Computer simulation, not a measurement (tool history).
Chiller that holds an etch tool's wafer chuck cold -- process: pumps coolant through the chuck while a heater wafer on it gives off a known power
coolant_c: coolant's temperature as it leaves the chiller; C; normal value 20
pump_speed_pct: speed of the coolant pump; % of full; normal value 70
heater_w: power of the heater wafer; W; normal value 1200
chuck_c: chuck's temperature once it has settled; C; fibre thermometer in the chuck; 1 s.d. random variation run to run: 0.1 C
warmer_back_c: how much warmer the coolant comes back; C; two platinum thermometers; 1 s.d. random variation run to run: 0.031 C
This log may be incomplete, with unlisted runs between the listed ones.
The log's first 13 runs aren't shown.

run    hour  coolant_c  pump_speed_pct  heater_w  chuck_c  warmer_back_c
 14    1790         20              70      1200     29.8           3.38
 15  2000.3         20              70      1200       30           3.48
 16  2122.2         20              91      1200     28.4           2.56
 17  2304.9         20              91      1200     28.2           2.57
 18  2516.9         16              63      1431     29.3           4.67
 19  2649.4         20              63      1140     30.5           3.79
 20  2857.6         13              97       848     18.6            1.7
     2950.3  -- chiller's thermometer calibrated
 21  3030.2         13              60      1035       23           3.63
 22  3188.7         25              60      1035     35.5           3.66
 23  3341.4         25              60      1035     35.2           3.66
 24  3539.2         20              85       834     26.5           2.01
 25  3627.8         20              80      1575     32.6           4.07
 26  3809.9         20              70      1756     35.7           5.34
 27  3955.3         21              61      1296     33.8           4.53
 28  4117.4         21              61      1296     33.8           4.67
 29  4232.5         21              61      1296       34           4.66
 30  4347.5         21              61      1296     34.1            4.7
 31  4558.8         19              96      1200     27.7           2.62
 32  4684.3         30              71      1200       41           3.69

Branching from run 32: 4 alternative next runs. What would each branch give?
  A  4811.1         20              75      1200        ?              ?
  B  4811.1         30              71       712        ?              ?
  C  4811.1         30              75      1200        ?              ?
  D  4811.1         13              70      1119        ?              ?

run  chuck_c  warmer_back_c
  A     30.6           3.44
  B     36.6           2.17
  C     40.4           3.43
  D     23.3           3.45
Had the tool no hidden state, the same runs would have come out as:
run  chuck_c  warmer_back_c
  A     28.6           2.75
  B     35.4           1.74
  C     38.4           2.75
  D     21.4           2.77
